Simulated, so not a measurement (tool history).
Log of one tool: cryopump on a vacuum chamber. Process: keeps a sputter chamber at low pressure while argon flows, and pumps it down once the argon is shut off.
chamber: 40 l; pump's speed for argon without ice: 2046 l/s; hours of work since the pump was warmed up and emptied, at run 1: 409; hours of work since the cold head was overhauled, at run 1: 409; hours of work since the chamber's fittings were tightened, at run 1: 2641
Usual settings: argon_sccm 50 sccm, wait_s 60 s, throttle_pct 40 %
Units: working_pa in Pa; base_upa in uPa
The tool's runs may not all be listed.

run,hour,argon_sccm,wait_s,throttle_pct,hours of work since the pump was warmed up and emptied,hours of work since the cold head was overhauled,hours of work since the chamber's fittings were tightened,working_pa,base_upa
1,0,50,60,40,409,409,2641,0.1144,1.09
2,19.3,50,60,40,423,423,2655,0.1136,1.17
3,35.7,50,60,40,435,435,2667,0.1143,1.17
4,49.4,50,60,40,445,445,2677,0.1152,1.18
5,63.8,50,60,40,456,456,2688,0.116,1.17
6,72.7,50,60,40,462,462,2694,0.1157,1.13
7,85.6,50,60,40,472,472,2704,0.1163,1.19
8,95.4,50,60,40,479,479,2711,0.1164,1.21
9,107.1,50,245,40,488,488,2719,0.1165,0.89
10,121.9,50,181,40,498,498,2730,0.1164,0.91
11,131.4,50,30,40,505,505,2737,0.1162,1.64
12,144.5,50,30,40,515,515,2747,0.1174,1.63
13,154.4,50,30,40,522,522,2754,0.1164,1.63
14,174,50,60,40,537,537,2768,0.1173,1.28
15,188.1,50,60,40,547,547,2779,0.1188,1.22
16,203.5,50,60,40,558,558,2790,0.1194,1.28
17,222.4,50,60,40,572,572,2804,0.1199,1.25
18,239.2,33,60,40,584,584,2816,0.0785,1.3
19,251.9,29,60,40,594,594,2826,0.07,1.27

The next listed run, before its measurement:
20,272,29,60,40,608,608,2840,?,?

{"run 20": {"working_pa": 0.07, "base_upa": 1.28}}
Without the tool's hidden state the same run would have given working_pa 0.0598 Pa, base_upa 0.55 uPa.
